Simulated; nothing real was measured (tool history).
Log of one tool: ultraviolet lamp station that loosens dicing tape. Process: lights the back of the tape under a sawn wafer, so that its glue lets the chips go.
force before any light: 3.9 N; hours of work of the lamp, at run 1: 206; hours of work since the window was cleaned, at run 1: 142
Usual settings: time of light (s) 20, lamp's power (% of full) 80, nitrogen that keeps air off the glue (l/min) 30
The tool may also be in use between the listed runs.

run   hour  time of light (s)  lamp's power (% of full)  nitrogen that keeps air off the glue (l/min)  hours of work of the lamp  hours of work since the window was cleaned  force that peels the tape off (N)  light that reached the tape (mJ/cm2)
  1      0                 20                        80                                            30                        206                                         142                              0.467                                   305
  2   14.4                 20                        81                                            30                        217                                         153                               0.45                                   310
  3   22.5                 20                        81                                            30                        223                                         160                              0.448                                   304
  4   37.9                 20                        81                                            30                        235                                         172                              0.459                                   296
  5   45.2                 20                        81                                            30                        241                                         177                              0.479                                   303
  6     53                 20                        81                                            30                        247                                         183                              0.439                                   296
  7   68.2                 27                        81                                            19                        259                                         195                              0.394                                   393
  8   79.3                 28                        87                                            11                        267                                         204                              0.478                                   436
  9   92.5                 28                        87                                            11                        278                                         214                              0.512                                   434
 10  104.6                 28                        87                                            11                        287                                         224                              0.496                                   434
 11  115.9                 26                        80                                            29                        296                                         233                              0.339                                   368
 12  131.3                 26                        67                                            21                        308                                         245                              0.574                                   304

Forecast each of these 4 alternatives for the next run:
  A  145.4                 10                        61                                            18                        319                                         256                                  ?                                     ?
  B  145.4                 11                        82                                            31                        319                                         256                                  ?                                     ?
  C  145.4                 26                        67                                            53                        319                                         256                                  ?                                     ?
  D  145.4                 11                        89                                            30                        319                                         256                                  ?                                     ?

run  force that peels the tape off (N)  light that reached the tape (mJ/cm2)
  A                               2.01                                   106
  B                              1.184                                   159
  C                              0.344                                   302
  D                              1.099                                   171
Without the tool's hidden state the same runs would have given:
run  force that peels the tape off (N)  light that reached the tape (mJ/cm2)
  A                              1.663                                   137
  B                              0.862                                   205
  C                               0.24                                   389
  D                              0.784                                   220

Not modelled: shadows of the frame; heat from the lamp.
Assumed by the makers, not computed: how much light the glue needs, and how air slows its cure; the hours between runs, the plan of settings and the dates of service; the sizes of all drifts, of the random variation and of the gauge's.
